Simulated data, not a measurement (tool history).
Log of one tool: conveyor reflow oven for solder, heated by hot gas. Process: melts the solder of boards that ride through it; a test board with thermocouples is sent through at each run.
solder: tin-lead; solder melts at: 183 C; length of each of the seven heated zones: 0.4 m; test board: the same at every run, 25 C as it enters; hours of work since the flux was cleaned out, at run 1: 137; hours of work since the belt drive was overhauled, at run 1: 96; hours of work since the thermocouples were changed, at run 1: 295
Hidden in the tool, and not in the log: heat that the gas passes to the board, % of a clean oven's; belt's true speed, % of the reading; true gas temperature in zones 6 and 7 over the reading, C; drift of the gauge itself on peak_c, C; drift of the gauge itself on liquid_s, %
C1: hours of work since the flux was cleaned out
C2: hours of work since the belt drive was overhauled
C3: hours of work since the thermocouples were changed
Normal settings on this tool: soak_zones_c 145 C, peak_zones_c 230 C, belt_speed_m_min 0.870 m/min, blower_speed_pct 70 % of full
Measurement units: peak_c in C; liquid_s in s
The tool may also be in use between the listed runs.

{"run": 1, "day": 0.0, "soak_zones_c": 145, "peak_zones_c": 230, "belt_speed_m_min": 0.87, "blower_speed_pct": 70, "C1": 137, "C2": 96, "C3": 295, "peak_c": 212.1, "liquid_s": 39.1}
{"run": 2, "day": 0.808, "soak_zones_c": 145, "peak_zones_c": 230, "belt_speed_m_min": 0.703, "blower_speed_pct": 70, "C1": 152, "C2": 111, "C3": 310, "peak_c": 218.4, "liquid_s": 54.5}
{"run": 3, "day": 1.571, "soak_zones_c": 145, "peak_zones_c": 230, "belt_speed_m_min": 0.703, "blower_speed_pct": 70, "C1": 165, "C2": 125, "C3": 323, "peak_c": 218.1, "liquid_s": 55.1}
{"run": 4, "day": 2.054, "soak_zones_c": 145, "peak_zones_c": 230, "belt_speed_m_min": 0.703, "blower_speed_pct": 70, "C1": 174, "C2": 134, "C3": 332, "peak_c": 218.0, "liquid_s": 54.9}
{"day": 2.312, "done": "flux residue cleaned out of gas plates and filters"}
{"run": 5, "day": 2.617, "soak_zones_c": 145, "peak_zones_c": 230, "belt_speed_m_min": 0.703, "blower_speed_pct": 70, "C1": 5, "C2": 140, "C3": 339, "peak_c": 218.5, "liquid_s": 55.4}
{"run": 6, "day": 3.008, "soak_zones_c": 145, "peak_zones_c": 230, "belt_speed_m_min": 0.703, "blower_speed_pct": 70, "C1": 13, "C2": 147, "C3": 346, "peak_c": 218.3, "liquid_s": 55.4}
{"run": 7, "day": 3.521, "soak_zones_c": 145, "peak_zones_c": 230, "belt_speed_m_min": 0.703, "blower_speed_pct": 70, "C1": 22, "C2": 156, "C3": 355, "peak_c": 218.3, "liquid_s": 55.2}
{"run": 8, "day": 3.904, "soak_zones_c": 145, "peak_zones_c": 230, "belt_speed_m_min": 0.703, "blower_speed_pct": 70, "C1": 29, "C2": 163, "C3": 362, "peak_c": 218.5, "liquid_s": 55.1}
{"run": 9, "day": 4.675, "soak_zones_c": 145, "peak_zones_c": 230, "belt_speed_m_min": 0.703, "blower_speed_pct": 70, "C1": 43, "C2": 177, "C3": 376, "peak_c": 218.2, "liquid_s": 55.2}
{"run": 10, "day": 5.117, "soak_zones_c": 145, "peak_zones_c": 230, "belt_speed_m_min": 0.703, "blower_speed_pct": 70, "C1": 51, "C2": 185, "C3": 384, "peak_c": 218.4, "liquid_s": 55.4}
{"run": 11, "day": 5.796, "soak_zones_c": 145, "peak_zones_c": 221, "belt_speed_m_min": 0.87, "blower_speed_pct": 70, "C1": 63, "C2": 197, "C3": 396, "peak_c": 204.7, "liquid_s": 34.3}
{"run": 12, "day": 6.612, "soak_zones_c": 145, "peak_zones_c": 221, "belt_speed_m_min": 0.87, "blower_speed_pct": 70, "C1": 78, "C2": 212, "C3": 411, "peak_c": 205.0, "liquid_s": 34.4}
{"run": 13, "day": 7.058, "soak_zones_c": 145, "peak_zones_c": 221, "belt_speed_m_min": 0.87, "blower_speed_pct": 70, "C1": 86, "C2": 220, "C3": 419, "peak_c": 204.7, "liquid_s": 34.2}
{"run": 14, "day": 7.629, "soak_zones_c": 145, "peak_zones_c": 221, "belt_speed_m_min": 0.87, "blower_speed_pct": 70, "C1": 96, "C2": 230, "C3": 429, "peak_c": 204.8, "liquid_s": 34.6}
{"run": 15, "day": 8.233, "soak_zones_c": 145, "peak_zones_c": 221, "belt_speed_m_min": 0.87, "blower_speed_pct": 70, "C1": 107, "C2": 241, "C3": 440, "peak_c": 204.8, "liquid_s": 34.3}
{"run": 16, "day": 8.979, "soak_zones_c": 145, "peak_zones_c": 221, "belt_speed_m_min": 0.87, "blower_speed_pct": 70, "C1": 120, "C2": 255, "C3": 453, "peak_c": 204.8, "liquid_s": 34.3}
{"run": 17, "day": 9.512, "soak_zones_c": 145, "peak_zones_c": 219, "belt_speed_m_min": 0.777, "blower_speed_pct": 70, "C1": 130, "C2": 264, "C3": 463, "peak_c": 206.2, "liquid_s": 40.7}
{"run": 18, "day": 10.275, "soak_zones_c": 152, "peak_zones_c": 219, "belt_speed_m_min": 0.777, "blower_speed_pct": 70, "C1": 144, "C2": 278, "C3": 477, "peak_c": 207.4, "liquid_s": 44.5}
{"run": 19, "day": 10.896, "soak_zones_c": 133, "peak_zones_c": 230, "belt_speed_m_min": 0.87, "blower_speed_pct": 70, "C1": 155, "C2": 289, "C3": 488, "peak_c": 209.2, "liquid_s": 34.8}
{"run": 20, "day": 11.371, "soak_zones_c": 152, "peak_zones_c": 230, "belt_speed_m_min": 1.009, "blower_speed_pct": 62, "C1": 163, "C2": 298, "C3": 497, "peak_c": 206.5, "liquid_s": 31.4}
{"day": 11.596, "done": "belt drive overhauled, speed set with a stopwatch"}
{"run": 21, "day": 12.004, "soak_zones_c": 141, "peak_zones_c": 227, "belt_speed_m_min": 0.759, "blower_speed_pct": 70, "C1": 172, "C2": 7, "C3": 505, "peak_c": 212.9, "liquid_s": 46.5}
{"day": 12.346, "done": "flux residue cleaned out of gas plates and filters"}
{"run": 22, "day": 12.633, "soak_zones_c": 141, "peak_zones_c": 222, "belt_speed_m_min": 0.791, "blower_speed_pct": 78, "C1": 5, "C2": 15, "C3": 513, "peak_c": 209.5, "liquid_s": 42.7}
{"day": 13.379, "done": "belt drive overhauled, speed set with a stopwatch, once more"}
{"run": 23, "day": 13.562, "soak_zones_c": 141, "peak_zones_c": 230, "belt_speed_m_min": 0.791, "blower_speed_pct": 79, "C1": 19, "C2": 3, "C3": 526, "peak_c": 216.3, "liquid_s": 46.3}
{"run": 24, "day": 14.279, "soak_zones_c": 141, "peak_zones_c": 230, "belt_speed_m_min": 0.791, "blower_speed_pct": 79, "C1": 32, "C2": 16, "C3": 539, "peak_c": 216.3, "liquid_s": 45.9}
{"day": 15.125, "done": "thermocouples of zones 6 and 7 changed"}
{"run": 25, "day": 15.125, "soak_zones_c": 141, "peak_zones_c": 230, "belt_speed_m_min": 0.791, "blower_speed_pct": 79, "C1": 46, "C2": 30, "C3": 0, "peak_c": 216.4, "liquid_s": 46.4}
{"run": 26, "day": 15.708, "soak_zones_c": 141, "peak_zones_c": 230, "belt_speed_m_min": 0.791, "blower_speed_pct": 79, "C1": 56, "C2": 41, "C3": 11, "peak_c": 216.3, "liquid_s": 46.0}
{"run": 27, "day": 16.271, "soak_zones_c": 149, "peak_zones_c": 225, "belt_speed_m_min": 0.87, "blower_speed_pct": 80, "C1": 66, "C2": 51, "C3": 21, "peak_c": 211.0, "liquid_s": 40.6}
{"run": 28, "day": 16.679, "soak_zones_c": 147, "peak_zones_c": 230, "belt_speed_m_min": 0.87, "blower_speed_pct": 70, "C1": 74, "C2": 58, "C3": 28, "peak_c": 212.9, "liquid_s": 41.1}
{"run": 29, "day": 17.262, "soak_zones_c": 149, "peak_zones_c": 241, "belt_speed_m_min": 0.861, "blower_speed_pct": 70, "C1": 84, "C2": 69, "C3": 39, "peak_c": 222.8, "liquid_s": 47.6}
{"run": 30, "day": 17.938, "soak_zones_c": 149, "peak_zones_c": 241, "belt_speed_m_min": 0.873, "blower_speed_pct": 74, "C1": 96, "C2": 81, "C3": 51, "peak_c": 223.4, "liquid_s": 46.8}

Some steps in peak_c, run to run, broken into two amounts with sign: the step expected even without the hidden condition (settings, incoming material, random variation), and the rest, left for the hidden condition together with whatever gauge scatter is not in both the measured and the hidden-condition-free result:
Run 4 -> 5: flux residue cleaned out of gas plates and filters. peak_c +0.5 C: hidden state +0.4, all else +0.1.
Run 10 -> 11: peak_zones_c 230 -> 221, belt_speed_m_min 0.703 -> 0.870. peak_c -13.7 C: hidden state -0.2, all else -13.5.
Run 18 -> 19: soak_zones_c 152 -> 133, peak_zones_c 219 -> 230, belt_speed_m_min 0.777 -> 0.870. peak_c +1.8 C: hidden state -0.5, all else +2.3.
Run 21 -> 22: peak_zones_c 227 -> 222, belt_speed_m_min 0.759 -> 0.791, blower_speed_pct 70 -> 78, flux residue cleaned out of gas plates and filters. peak_c -3.4 C: hidden state +0.9, all else -4.3.
Run 22 -> 23: peak_zones_c 222 -> 230, blower_speed_pct 78 -> 79, belt drive overhauled, speed set with a stopwatch, once more. peak_c +6.8 C: hidden state -0.4, all else +7.2.
Run 28 -> 29: soak_zones_c 147 -> 149, peak_zones_c 230 -> 241, belt_speed_m_min 0.870 -> 0.861. peak_c +9.9 C: hidden state -0.1, all else +10.0.

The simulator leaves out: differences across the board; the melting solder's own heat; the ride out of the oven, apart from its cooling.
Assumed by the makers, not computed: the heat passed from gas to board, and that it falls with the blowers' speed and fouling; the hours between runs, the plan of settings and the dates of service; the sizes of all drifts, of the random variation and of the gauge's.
